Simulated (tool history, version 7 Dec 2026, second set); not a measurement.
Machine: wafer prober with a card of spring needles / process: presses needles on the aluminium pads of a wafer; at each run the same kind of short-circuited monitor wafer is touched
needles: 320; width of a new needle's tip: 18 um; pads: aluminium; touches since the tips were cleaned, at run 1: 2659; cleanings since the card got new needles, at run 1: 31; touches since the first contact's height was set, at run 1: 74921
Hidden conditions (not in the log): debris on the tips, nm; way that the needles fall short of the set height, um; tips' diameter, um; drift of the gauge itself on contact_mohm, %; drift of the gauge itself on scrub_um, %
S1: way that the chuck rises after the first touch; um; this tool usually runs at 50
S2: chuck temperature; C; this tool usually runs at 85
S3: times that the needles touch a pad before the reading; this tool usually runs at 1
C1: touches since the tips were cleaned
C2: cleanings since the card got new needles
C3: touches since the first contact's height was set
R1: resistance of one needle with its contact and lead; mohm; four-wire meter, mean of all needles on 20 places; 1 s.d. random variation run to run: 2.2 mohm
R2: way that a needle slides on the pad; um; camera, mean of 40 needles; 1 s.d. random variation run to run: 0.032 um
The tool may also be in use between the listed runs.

run,day,S1,S2,S3,C1,C2,C3,R1,R2
1,0,50,85,1,2659,31,74921,395,6.23
# day 0.975: tips cleaned on abrasive film
2,1.346,50,34,1,2415,32,83734,381,6.28
# day 2.371: tips cleaned on abrasive film
3,2.554,50,34,1,1216,33,91674,339,6.27
4,3.458,50,34,1,7149,33,97607,466,6.22
# day 3.775: tips cleaned on abrasive film
5,4.096,50,34,1,2116,34,101789,391,6.2
# day 5.15: tips cleaned on abrasive film
6,5.354,50,34,1,1340,35,110019,353,6.18
# day 5.504: height of the first contact set anew
7,6.179,50,39,1,6705,35,4458,466,6.19
# day 6.529: tips cleaned on abrasive film
8,6.825,50,39,2,1964,36,8669,322,6.18
9,7.85,60,39,2,8698,36,15403,334,7.5
# day 7.971: tips cleaned on abrasive film
10,9.15,54,35,1,7770,37,23933,445,6.7
# day 9.379: tips cleaned on abrasive film
11,10.083,45,85,3,4631,38,30052,336,5.52
# day 10.8: tips cleaned on abrasive film
12,11.154,45,85,3,2333,39,37049,317,5.57
13,12.125,36,102,1,8725,39,43441,672,4.38
# day 12.221: tips cleaned on abrasive film
14,13.508,36,102,1,8460,40,52499,662,4.41
# day 13.612: tips cleaned on abrasive film
# day 13.892: height of the first contact set anew, once more
15,14.383,50,32,2,4983,41,3232,358,6.25

Each row is a separate what-if for the run after 15, all from the same tool condition, not one after another. Results?
# day 15.004: tips cleaned on abrasive film
A,15.283,50,85,2,1855,42,9126,?,?
# day 15.004: tips cleaned on abrasive film
B,15.283,32,42,2,1855,42,9126,?,?
# day 15.004: tips cleaned on abrasive film
C,15.283,56,32,1,1855,42,9126,?,?

run,R1,R2
A,321,6.25
B,419,4.07
C,341,7.04
Had the tool no hidden state, the same runs would have come out as:
run,R1,R2
A,250,6.26
B,246,4.08
C,237,7.05

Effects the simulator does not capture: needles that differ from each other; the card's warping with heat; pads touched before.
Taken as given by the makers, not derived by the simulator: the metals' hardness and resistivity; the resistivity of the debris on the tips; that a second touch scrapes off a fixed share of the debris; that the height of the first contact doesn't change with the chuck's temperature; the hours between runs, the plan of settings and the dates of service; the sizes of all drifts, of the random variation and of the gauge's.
